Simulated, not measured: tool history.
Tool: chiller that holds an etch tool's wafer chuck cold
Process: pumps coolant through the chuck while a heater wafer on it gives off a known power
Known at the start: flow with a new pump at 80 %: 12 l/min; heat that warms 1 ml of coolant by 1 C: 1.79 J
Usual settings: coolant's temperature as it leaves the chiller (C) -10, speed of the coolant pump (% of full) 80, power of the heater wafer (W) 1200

run    hour  coolant's temperature as it leaves the chiller (C)  speed of the coolant pump (% of full)  power of the heater wafer (W)  chuck's temperature once it has settled (C)  how much warmer the coolant comes back (C)
  1     0.0                                                 -10                                     80                           1200                                          5.4                                        3.49
  2    29.7                                                 -10                                     80                           1200                                          5.5                                        3.48
  3    68.9                                                 -10                                     80                           1200                                          5.6                                        3.49
  4   122.8                                                 -10                                     80                            729                                         -0.6                                        2.09
  5   170.7                                                 -10                                     80                           1200                                          5.5                                        3.46
  6   198.7                                                 -10                                     80                           1200                                          5.6                                        3.47
  7   247.1                                                 -11                                     80                           1200                                          4.7                                        3.52
  8   298.8                                                 -11                                     80                           1200                                          4.8                                        3.45
  9   343.3                                                 -11                                     80                            709                                         -1.7                                        2.07
 10   374.9                                                 -11                                     80                            709                                         -1.8                                        2.08
 11   422.8                                                 -10                                     80                           1200                                          5.7                                        3.52
 12   485.9                                                 -10                                     80                           1200                                          5.7                                        3.52
 13   524.5                                                 -10                                     80                           1200                                          5.8                                        3.49
 14   556.0                                                 -10                                     80                           1200                                          5.8                                        3.46
 15   598.8                                                 -10                                     80                           1200                                          5.9                                        3.46
 16   653.5                                                 -10                                     80                           1200                                          5.8                                        3.50
 17   690.7                                                 -10                                     80                           1200                                          5.8                                        3.48
      713.0  -- coolant changed, channels flushed
 18   744.6                                                  -6                                     80                           1200                                          7.4                                        3.51
 19   772.3                                                 -13                                     80                            649                                         -5.6                                        1.93
 20   815.0                                                 -13                                     80                            649                                         -5.8                                        1.93
 21   850.8                                                  -8                                     80                            864                                          1.8                                        2.52
 22   900.8                                                  -8                                     70                            864                                          2.6                                        2.92
 23   956.4                                                  -8                                     70                            864                                          2.9                                        2.93
 24   997.1                                                  -8                                     70                            864                                          2.8                                        2.95
 25  1044.0                                                  -8                                     70                            864                                          2.8                                        2.95
 26  1078.2                                                 -10                                     80                            697                                         -2.1                                        2.04
 27  1133.9                                                 -16                                     80                           1792                                          4.6                                        5.31
 28  1190.2                                                 -16                                     79                            670                                         -8.2                                        1.96
 29  1238.7                                                  -1                                     61                            697                                          8.8                                        2.72
 30  1298.8                                                  -1                                     61                            697                                          8.7                                        2.80
 31  1357.0                                                  -1                                     61                           1529                                         20.7                                        5.95

Forecast each of these 3 alternatives for the next run:
  A  1415.5                                                 -11                                     89                           1529                                            ?                                           ?
  B  1415.5                                                 -11                                     96                           1015                                            ?                                           ?
  C  1415.5                                                  -1                                     97                           1529                                            ?                                           ?

run  chuck's temperature once it has settled (C)  how much warmer the coolant comes back (C)
  A                                          5.1                                        4.02
  B                                         -0.8                                        2.54
  C                                         14.0                                        3.71
Without the tool's hidden state the same runs would have given:
run  chuck's temperature once it has settled (C)  how much warmer the coolant comes back (C)
  A                                          4.3                                        3.80
  B                                         -1.3                                        2.40
  C                                         13.3                                        3.50
